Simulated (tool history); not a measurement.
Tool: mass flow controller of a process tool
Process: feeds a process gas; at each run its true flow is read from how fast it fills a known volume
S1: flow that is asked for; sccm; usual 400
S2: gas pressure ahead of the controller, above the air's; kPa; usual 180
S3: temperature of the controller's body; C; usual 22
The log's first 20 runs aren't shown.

{"run": 21, "hour": 7601.1, "S1": 400, "S2": 180, "S3": 22, "true flow (%)": 99.58}
{"run": 22, "hour": 7908.1, "S1": 400, "S2": 180, "S3": 22, "true flow (%)": 99.91}
{"run": 23, "hour": 8237.0, "S1": 400, "S2": 180, "S3": 22, "true flow (%)": 99.87}
{"run": 24, "hour": 8577.1, "S1": 400, "S2": 180, "S3": 22, "true flow (%)": 100.05}
{"run": 25, "hour": 9069.3, "S1": 722, "S2": 222, "S3": 37, "true flow (%)": 99.46}
{"run": 26, "hour": 9443.9, "S1": 332, "S2": 267, "S3": 36, "true flow (%)": 99.2}
{"run": 27, "hour": 9834.9, "S1": 569, "S2": 146, "S3": 36, "true flow (%)": 99.35}
{"hour": 9903.4, "done": "gauge calibrated"}
{"run": 28, "hour": 10297.5, "S1": 718, "S2": 180, "S3": 22, "true flow (%)": 99.7}
{"run": 29, "hour": 10618.1, "S1": 215, "S2": 180, "S3": 26, "true flow (%)": 98.5}
{"run": 30, "hour": 10831.9, "S1": 215, "S2": 180, "S3": 26, "true flow (%)": 98.57}
{"run": 31, "hour": 11282.4, "S1": 978, "S2": 244, "S3": 38, "true flow (%)": 99.42}
{"hour": 11602.2, "done": "controller's zero set anew"}
{"run": 32, "hour": 11602.2, "S1": 246, "S2": 222, "S3": 22, "true flow (%)": 99.42}

The next listed run, before its measurement:
{"run": 33, "hour": 12056.0, "S1": 214, "S2": 166, "S3": 28, "true flow (%)": "?"}

{"run 33": {"true flow (%)": 98.77}}
Without the tool's hidden state the same run would have given true flow (%) 98.11.
